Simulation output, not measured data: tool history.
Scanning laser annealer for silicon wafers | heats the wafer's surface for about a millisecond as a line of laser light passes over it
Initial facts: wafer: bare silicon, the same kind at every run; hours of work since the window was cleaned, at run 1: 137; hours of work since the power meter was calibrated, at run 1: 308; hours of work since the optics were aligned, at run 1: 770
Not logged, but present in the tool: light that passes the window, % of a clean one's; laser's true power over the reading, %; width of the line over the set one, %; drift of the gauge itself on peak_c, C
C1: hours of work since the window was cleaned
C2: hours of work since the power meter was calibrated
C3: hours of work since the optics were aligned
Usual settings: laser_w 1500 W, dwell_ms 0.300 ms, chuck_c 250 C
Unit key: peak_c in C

run 1 day=0.000 | laser_w=1500 dwell_ms=0.300 chuck_c=250 | C1=137 C2=308 C3=770 | peak_c=1011
run 2 day=1.404 | laser_w=1400 dwell_ms=0.300 chuck_c=250 | C1=158 C2=329 C3=791 | peak_c=958
run 3 day=2.533 | laser_w=1400 dwell_ms=0.300 chuck_c=250 | C1=175 C2=346 C3=808 | peak_c=956
run 4 day=3.554 | laser_w=1400 dwell_ms=0.300 chuck_c=250 | C1=190 C2=361 C3=823 | peak_c=956
run 5 day=5.121 | laser_w=1546 dwell_ms=0.300 chuck_c=250 | C1=213 C2=385 C3=847 | peak_c=1034
run 6 day=7.154 | laser_w=1546 dwell_ms=0.300 chuck_c=250 | C1=244 C2=415 C3=877 | peak_c=1030
run 7 day=9.238 | laser_w=1546 dwell_ms=0.220 chuck_c=250 | C1=275 C2=447 C3=908 | peak_c=897
run 8 day=10.912 | laser_w=1546 dwell_ms=0.220 chuck_c=282 | C1=300 C2=472 C3=934 | peak_c=925
run 9 day=12.350 | laser_w=1546 dwell_ms=0.220 chuck_c=282 | C1=322 C2=493 C3=955 | peak_c=921
run 10 day=14.171 | laser_w=1500 dwell_ms=0.222 chuck_c=250 | C1=349 C2=521 C3=983 | peak_c=878
run 11 day=15.038 | laser_w=1500 dwell_ms=0.300 chuck_c=250 | C1=362 C2=534 C3=996 | peak_c=998
run 12 day=16.254 | laser_w=1500 dwell_ms=0.300 chuck_c=250 | C1=381 C2=552 C3=1014 | peak_c=998
-- day=16.471 laser's power meter calibrated
run 13 day=17.429 | laser_w=1500 dwell_ms=0.300 chuck_c=250 | C1=397 C2=14 C3=1030 | peak_c=995
-- day=18.825 window over the wafer cleaned
run 14 day=18.867 | laser_w=1500 dwell_ms=0.300 chuck_c=250 | C1=1 C2=35 C3=1050 | peak_c=1018
-- day=20.158 laser's power meter calibrated, once more
run 15 day=20.946 | laser_w=1500 dwell_ms=0.300 chuck_c=250 | C1=30 C2=12 C3=1079 | peak_c=1025
run 16 day=22.462 | laser_w=1500 dwell_ms=0.300 chuck_c=250 | C1=53 C2=35 C3=1102 | peak_c=1023
run 17 day=24.400 | laser_w=1500 dwell_ms=0.300 chuck_c=250 | C1=82 C2=64 C3=1131 | peak_c=1021
run 18 day=25.933 | laser_w=1462 dwell_ms=0.300 chuck_c=250 | C1=105 C2=87 C3=1154 | peak_c=998
run 19 day=26.838 | laser_w=1462 dwell_ms=0.300 chuck_c=250 | C1=118 C2=100 C3=1168 | peak_c=994
run 20 day=28.858 | laser_w=1462 dwell_ms=0.300 chuck_c=250 | C1=149 C2=131 C3=1198 | peak_c=993
run 21 day=30.654 | laser_w=1649 dwell_ms=0.313 chuck_c=277 | C1=176 C2=158 C3=1225 | peak_c=1143
run 22 day=32.050 | laser_w=1649 dwell_ms=0.295 chuck_c=211 | C1=197 C2=179 C3=1246 | peak_c=1044
run 23 day=33.392 | laser_w=1649 dwell_ms=0.370 chuck_c=259 | C1=217 C2=199 C3=1266 | peak_c=1211
run 24 day=35.296 | laser_w=1621 dwell_ms=0.370 chuck_c=259 | C1=246 C2=227 C3=1295 | peak_c=1189
-- day=36.325 optics aligned, line set to its width
run 25 day=36.638 | laser_w=1621 dwell_ms=0.370 chuck_c=259 | C1=263 C2=244 C3=5 | peak_c=1198
run 26 day=38.196 | laser_w=1621 dwell_ms=0.370 chuck_c=259 | C1=286 C2=268 C3=28 | peak_c=1194
run 27 day=39.967 | laser_w=1573 dwell_ms=0.235 chuck_c=250 | C1=313 C2=294 C3=55 | peak_c=940
run 28 day=40.896 | laser_w=1573 dwell_ms=0.216 chuck_c=255 | C1=326 C2=308 C3=69 | peak_c=910
run 29 day=42.742 | laser_w=1375 dwell_ms=0.279 chuck_c=216 | C1=354 C2=336 C3=96 | peak_c=877
run 30 day=44.033 | laser_w=1450 dwell_ms=0.303 chuck_c=260 | C1=374 C2=355 C3=116 | peak_c=994
run 31 day=45.454 | laser_w=1450 dwell_ms=0.303 chuck_c=260 | C1=395 C2=377 C3=137 | peak_c=996
-- day=46.971 window over the wafer cleaned
run 32 day=46.971 | laser_w=1450 dwell_ms=0.303 chuck_c=260 | C1=0 C2=398 C3=159 | peak_c=1014
run 33 day=48.275 | laser_w=1450 dwell_ms=0.303 chuck_c=260 | C1=20 C2=418 C3=178 | peak_c=1017

For some of the steps in peak_c from one run to the next: how much would appear even if the tool had no hidden state, given the settings, what came in and random variation, and how much remains for the hidden state plus any gauge scatter that the measured result and the result without hidden state don't share?
Run 10 -> 11: dwell_ms 0.222 -> 0.300. peak_c +120 C: hidden state -7, all else +127.
Run 13 -> 14: window over the wafer cleaned. peak_c +23 C: hidden state +25, all else -2.
Run 20 -> 21: laser_w 1462 -> 1649, dwell_ms 0.300 -> 0.313, chuck_c 250 -> 277. peak_c +150 C: hidden state -6, all else +156.
Run 22 -> 23: dwell_ms 0.295 -> 0.370, chuck_c 211 -> 259. peak_c +167 C: hidden state -5, all else +172.
Run 26 -> 27: laser_w 1621 -> 1573, dwell_ms 0.370 -> 0.235, chuck_c 259 -> 250. peak_c -254 C: hidden state +5, all else -259.
Run 31 -> 32: window over the wafer cleaned. peak_c +18 C: hidden state +26, all else -8.
